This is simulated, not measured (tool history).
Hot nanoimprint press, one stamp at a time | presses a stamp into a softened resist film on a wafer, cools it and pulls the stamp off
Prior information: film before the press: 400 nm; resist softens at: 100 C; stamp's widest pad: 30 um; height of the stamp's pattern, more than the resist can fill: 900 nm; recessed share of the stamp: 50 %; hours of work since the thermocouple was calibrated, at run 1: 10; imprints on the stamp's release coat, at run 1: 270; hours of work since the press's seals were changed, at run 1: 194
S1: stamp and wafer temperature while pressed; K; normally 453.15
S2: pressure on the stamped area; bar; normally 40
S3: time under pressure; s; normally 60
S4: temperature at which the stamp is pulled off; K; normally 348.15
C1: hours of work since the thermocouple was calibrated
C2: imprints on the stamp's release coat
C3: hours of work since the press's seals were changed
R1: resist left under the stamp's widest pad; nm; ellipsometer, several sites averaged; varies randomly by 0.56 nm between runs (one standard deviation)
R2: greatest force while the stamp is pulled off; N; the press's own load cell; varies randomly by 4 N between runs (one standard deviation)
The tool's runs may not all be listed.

run    day      S1  S2  S3      S4  C1   C2   C3     R1   R2
  1      0  453.15  40  60  348.15  10  270  194  186.1  207
  2  0.221  453.15  40  60  348.15  12  288  197  187.7  214
  3  0.467  453.15  40  60  348.15  16  310  201  186.4  210
  4  0.738  453.15  40  60  348.15  19  333  204  185.6  212
  5  1.071  453.15  40  60  355.15  24  361  209  186.2  188
  6  1.267  453.15  40  60  355.15  27  378  212  186.8  187
  7  1.583  453.15  40  60  348.15  31  405  216  186.4  224
  8  2.021  453.15  40  39  348.15  37  442  222  216.2  222
     2.183  -- plate thermocouple calibrated
  9  2.325  453.15  40  39  348.15   2  457  224  215.5  230
 10  2.704  453.15  40  39  348.15   7  490  229  217.3  223
 11  2.929  453.15  40  60  348.15  10  509  232  185.9  225
 12  3.308  453.15  40  60  348.15  15  541  238  186.3  235
 13  3.721  453.15  40  60  348.15  21  577  243  185.6  236
 14  3.917  453.15  40  49  348.15  23  593  246  199.6  233
 15  4.217  453.15  40  49  348.15  28  619  250  200.9  232
 16  4.604  453.15  40  72  348.15  33  652  255  174.1  240
     4.846  -- plate thermocouple calibrated, once more
 17  5.012  453.15  40  72  348.15   2  676  259  174.4  236

Run 18 is up next; what results do you expect?
 18  5.288  453.15  40  60  339.15   6  700  263   ?   ?

Logged for run 18: R1 186.5 nm, R2 278 N.
With no hidden state in the tool, this same run would have given R1 185.6 nm, R2 221 N.

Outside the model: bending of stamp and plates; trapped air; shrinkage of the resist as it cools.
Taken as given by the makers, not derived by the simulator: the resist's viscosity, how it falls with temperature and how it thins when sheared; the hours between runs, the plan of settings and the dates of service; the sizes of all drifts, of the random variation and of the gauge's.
